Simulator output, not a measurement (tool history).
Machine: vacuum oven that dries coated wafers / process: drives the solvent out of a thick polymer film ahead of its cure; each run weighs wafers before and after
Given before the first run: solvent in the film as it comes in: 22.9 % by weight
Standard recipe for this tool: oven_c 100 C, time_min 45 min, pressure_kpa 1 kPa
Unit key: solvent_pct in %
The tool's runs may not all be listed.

run,hour,oven_c,time_min,pressure_kpa,solvent_pct
1,0,100,45,1,2.26
2,92.2,100,45,2.97,3.91
3,208.1,100,45,2.97,3.95
# hour 277.9: oven's thermocouples calibrated
4,300,100,34,2.97,4.97
5,408.4,100,34,2.97,5.08
6,513,100,34,2.97,5.08
7,627.7,100,34,2.97,4.93
8,723.4,89,34,2.97,8.17
9,830.5,89,34,2.97,8.45
10,899.4,89,41,2.97,7.24
11,964.7,86,45,1,5.23
12,1071.2,86,45,1,5.36
13,1158,109,35,1.39,2.03
# hour 1204.2: oven's thermocouples calibrated
14,1233.5,109,35,1.39,1.92
15,1343,92,30,1.13,6.18
16,1437.5,105,69,0.84,0.84
17,1485.8,105,69,0.84,0.79
18,1550.4,109,27,0.84,2.58
19,1659.6,86,67,1.91,4.63
20,1740.2,112,27,2.72,3.13
21,1819.7,107,30,0.75,2.28
22,1872.6,107,48,0.75,1.08

Forecast each of these 5 alternatives for the next run:
A,1938.1,91,48,0.72,?
B,1938.1,107,41,1.33,?
C,1938.1,110,48,1.4,?
D,1938.1,105,54,0.75,?
E,1938.1,112,24,0.8,?

run,solvent_pct
A,3.37
B,1.84
C,1.28
D,0.89
E,2.61
Without the tool's hidden state the same runs would have given:
run,solvent_pct
A,3.35
B,1.83
C,1.27
D,0.88
E,2.6
